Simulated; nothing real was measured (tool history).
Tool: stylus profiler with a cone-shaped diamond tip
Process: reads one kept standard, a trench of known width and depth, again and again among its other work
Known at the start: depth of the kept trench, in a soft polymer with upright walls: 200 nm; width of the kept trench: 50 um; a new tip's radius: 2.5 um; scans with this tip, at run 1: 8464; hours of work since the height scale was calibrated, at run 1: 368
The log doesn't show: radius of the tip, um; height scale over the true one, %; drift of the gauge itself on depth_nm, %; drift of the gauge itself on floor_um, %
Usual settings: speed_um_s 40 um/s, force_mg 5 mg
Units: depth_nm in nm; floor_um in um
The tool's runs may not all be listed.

| run | hour | speed_um_s | force_mg | scans with this tip | hours of work since the height scale was calibrated | depth_nm | floor_um |
|---|---|---|---|---|---|---|---|
| 1 | 0 | 40 | 5 | 8464 | 368 | 201.81 | 47.6 |
| 2 | 57.7 | 40 | 5 | 8660 | 401 | 201.67 | 47.65 |
| 3 | 102.7 | 40 | 5 | 8813 | 426 | 201.49 | 47.59 |
| 4 | 158.7 | 33 | 5 | 9003 | 457 | 201.73 | 47.56 |
| 5 | 206.9 | 33 | 5 | 9167 | 484 | 201.76 | 47.63 |
| 6 | 282 | 40 | 5 | 9422 | 526 | 201.63 | 47.6 |
| 7 | 319.7 | 40 | 5 | 9550 | 547 | 201.59 | 47.59 |
| 8 | 386.3 | 40 | 1.71 | 9776 | 584 | 200.53 | 47.46 |
| 9 | 440.2 | 40 | 1.71 | 9960 | 614 | 200.76 | 47.53 |
| 10 | 474.9 | 40 | 1.8 | 10077 | 633 | 200.61 | 47.52 |
| 11 | 506.9 | 40 | 1.8 | 10186 | 651 | 200.67 | 47.47 |
| 12 | 541.9 | 40 | 1.8 | 10305 | 671 | 200.57 | 47.44 |
| 13 | 584.8 | 40 | 1.8 | 10451 | 695 | 200.52 | 47.45 |
| 14 | 651.8 | 40 | 5 | 10678 | 732 | 201.42 | 47.54 |
| 15 | 699.6 | 40 | 5 | 10841 | 758 | 201.33 | 47.56 |
| 16 | 736.3 | 40 | 5 | 10965 | 779 | 201.54 | 47.52 |
| 17 | 776 | 92 | 5 | 11100 | 801 | 201.43 | 47.43 |
| 18 | 810 | 16 | 5 | 11216 | 820 | 201.5 | 47.64 |
| 19 | 846.5 | 16 | 5 | 11340 | 840 | 201.24 | 47.6 |
| 20 | 920.8 | 16 | 5 | 11592 | 882 | 201.2 | 47.56 |
| 21 | 995 | 40 | 10.66 | 11844 | 923 | 202.56 | 47.5 |
| 22 | 1061.1 | 40 | 10.66 | 12069 | 960 | 202.58 | 47.6 |
|  | 1097.1 | height scale calibrated on a step standard |
| 23 | 1129.5 | 73 | 1.71 | 12300 | 18 | 200.88 | 47.27 |
| 24 | 1166.7 | 53 | 5.4 | 12426 | 39 | 201.96 | 47.43 |
| 25 | 1242.3 | 53 | 5.4 | 12683 | 81 | 201.97 | 47.45 |
| 26 | 1298 | 159 | 12.23 | 12872 | 112 | 203.43 | 47.32 |
| 27 | 1362.7 | 89 | 14.49 | 13092 | 148 | 203.88 | 47.42 |
| 28 | 1422.2 | 89 | 1.8 | 13294 | 181 | 200.93 | 47.17 |
| 29 | 1459.2 | 11 | 3.2 | 13419 | 202 | 201.19 | 47.5 |
| 30 | 1510.4 | 106 | 2.26 | 13594 | 230 | 201.04 | 47.1 |
| 31 | 1559.2 | 87 | 11.26 | 13759 | 258 | 203.12 | 47.43 |
| 32 | 1623.5 | 40 | 4.1 | 13978 | 293 | 201.49 | 47.39 |
| 33 | 1686.6 | 66 | 7.83 | 14192 | 329 | 202.36 | 47.45 |
| 34 | 1729.2 | 17 | 1.88 | 14337 | 352 | 200.69 | 47.44 |
| 35 | 1800.7 | 37 | 5.52 | 14580 | 392 | 201.68 | 47.42 |
| 36 | 1850.1 | 37 | 5.52 | 14748 | 420 | 201.66 | 47.38 |
| 37 | 1881.4 | 43 | 6.47 | 14854 | 437 | 201.96 | 47.41 |
| 38 | 1957.1 | 24 | 5 | 15111 | 479 | 201.73 | 47.41 |
| 39 | 2026.1 | 24 | 5 | 15346 | 518 | 201.58 | 47.42 |
| 40 | 2095.4 | 140 | 5.26 | 15581 | 557 | 201.54 | 47.13 |
| 41 | 2148.5 | 16 | 5 | 15761 | 586 | 201.47 | 47.38 |
| 42 | 2200.4 | 16 | 5 | 15938 | 615 | 201.43 | 47.48 |
| 43 | 2265.1 | 91 | 4.68 | 16157 | 651 | 201.4 | 47.24 |
| 44 | 2318.9 | 91 | 4.68 | 16340 | 681 | 201.23 | 47.2 |

Measured less the same run without the tool's hidden state. The same run-to-run variation is in both; the gauge's scatter may not be:
| run | depth_nm | floor_um |
|---|---|---|
| 1 | -0.19 | -0.32 |
| 2 | -0.21 | -0.33 |
| 3 | -0.24 | -0.34 |
| 4 | -0.26 | -0.35 |
| 5 | -0.28 | -0.36 |
| 6 | -0.32 | -0.36 |
| 7 | -0.34 | -0.37 |
| 8 | -0.36 | -0.37 |
| 9 | -0.38 | -0.38 |
| 10 | -0.4 | -0.38 |
| 11 | -0.41 | -0.38 |
| 12 | -0.43 | -0.39 |
| 13 | -0.45 | -0.4 |
| 14 | -0.48 | -0.4 |
| 15 | -0.51 | -0.41 |
| 16 | -0.52 | -0.41 |
| 17 | -0.54 | -0.42 |
| 18 | -0.56 | -0.42 |
| 19 | -0.58 | -0.42 |
| 20 | -0.6 | -0.44 |
| 21 | -0.64 | -0.45 |
| 22 | -0.67 | -0.45 |
| 23 | -0.01 | -0.46 |
| 24 | -0.02 | -0.46 |
| 25 | -0.05 | -0.47 |
| 26 | -0.09 | -0.47 |
| 27 | -0.11 | -0.48 |
| 28 | -0.13 | -0.49 |
| 29 | -0.15 | -0.49 |
| 30 | -0.17 | -0.5 |
| 31 | -0.2 | -0.51 |
| 32 | -0.22 | -0.51 |
| 33 | -0.25 | -0.52 |
| 34 | -0.27 | -0.53 |
| 35 | -0.31 | -0.53 |
| 36 | -0.33 | -0.54 |
| 37 | -0.34 | -0.54 |
| 38 | -0.37 | -0.55 |
| 39 | -0.39 | -0.56 |
| 40 | -0.43 | -0.57 |
| 41 | -0.46 | -0.57 |
| 42 | -0.47 | -0.58 |
| 43 | -0.5 | -0.59 |
| 44 | -0.52 | -0.59 |
